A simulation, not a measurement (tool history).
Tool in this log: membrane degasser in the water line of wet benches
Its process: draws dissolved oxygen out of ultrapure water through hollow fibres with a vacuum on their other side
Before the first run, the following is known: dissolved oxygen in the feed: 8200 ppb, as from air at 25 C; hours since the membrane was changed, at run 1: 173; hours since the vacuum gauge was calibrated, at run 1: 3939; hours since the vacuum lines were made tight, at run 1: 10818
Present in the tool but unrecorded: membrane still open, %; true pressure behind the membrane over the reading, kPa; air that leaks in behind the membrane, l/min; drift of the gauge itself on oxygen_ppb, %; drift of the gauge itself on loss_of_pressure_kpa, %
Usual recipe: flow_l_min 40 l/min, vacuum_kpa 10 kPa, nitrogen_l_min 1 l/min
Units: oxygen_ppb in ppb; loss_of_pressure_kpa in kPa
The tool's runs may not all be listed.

run     day  flow_l_min  vacuum_kpa  nitrogen_l_min  hours since the membrane was changed  hours since the vacuum gauge was calibrated  hours since the vacuum lines were made tight  oxygen_ppb  loss_of_pressure_kpa
  1       0          40          10               1                                   173                                         3939                                         10818       567.6                 69.69
  2     2.1          40          10               1                                   223                                         3989                                         10868       565.3                  69.6
  3   3.896          40          10               1                                   266                                         4032                                         10911       566.2                 69.39
  4   6.046          40          10               1                                   318                                         4084                                         10963       568.4                 69.78
  5   7.933          40          10               1                                   363                                         4129                                         11008       572.1                 69.59
  6   9.058          28          10               1                                   390                                         4156                                         11035       417.1                 49.11
  7  10.733          28          10               1                                   430                                         4196                                         11075       415.1                 48.94
  8  12.025          40        10.7               1                                   461                                         4227                                         11106       618.7                 69.66
  9  13.742          40          10               1                                   503                                         4269                                         11148       567.5                 69.88
 10  15.608          40          10               1                                   547                                         4313                                         11192       556.8                 70.59
 11  17.708          40          10               1                                   598                                         4364                                         11243       578.2                 69.92
 12  19.692          40          10               1                                   645                                         4411                                         11290       575.1                 69.67
 13  20.646          40          10               1                                   668                                         4434                                         11313       573.4                  70.3
 14  21.725          28        15.5            2.53                                   694                                         4460                                         11339       336.5                 49.01
 15  22.654          28        15.5            2.53                                   716                                         4482                                         11361       336.2                 48.86
 16  24.117          28        15.5            2.53                                   752                                         4518                                         11397       331.9                 49.47
 17  25.746          38        11.7            1.37                                   791                                         4557                                         11436       530.3                  66.7
 18  26.958          40        22.9            2.94                                   820                                         4586                                         11465       622.3                 70.06
 19  28.092          40        22.9            2.94                                   847                                         4613                                         11492       629.4                 70.15
     29.092  -- vacuum gauge calibrated
 20  29.558          25          21            1.85                                   882                                           11                                         11527       536.1                  43.7
 21  31.042          29          20            1.24                                   917                                           47                                         11562         819                 50.29
 22  32.954          29          20            1.24                                   963                                           93                                         11608       806.3                 50.59
 23  34.446          45         7.4               1                                   999                                          129                                         11644       408.4                 78.99
 24    36.3          45         7.4               1                                  1044                                          173                                         11689       405.1                 78.84

For some of the steps in oxygen_ppb from one run to the next: how much would appear even if the tool had no hidden state, given the settings, what came in and random variation, and how much remains for the hidden state plus any gauge scatter that the measured result and the result without hidden state don't share?
Run 13 -> 14: flow_l_min 40 -> 28, vacuum_kpa 10 -> 15.5, nitrogen_l_min 1 -> 2.53. oxygen_ppb -236.9 ppb: hidden state -5.4, all else -231.5.
Run 20 -> 21: flow_l_min 25 -> 29, vacuum_kpa 21 -> 20, nitrogen_l_min 1.85 -> 1.24. oxygen_ppb +282.9 ppb: hidden state -0.6, all else +283.5.
Run 22 -> 23: flow_l_min 29 -> 45, vacuum_kpa 20 -> 7.4, nitrogen_l_min 1.24 -> 1. oxygen_ppb -397.9 ppb: hidden state -6.8, all else -391.1.
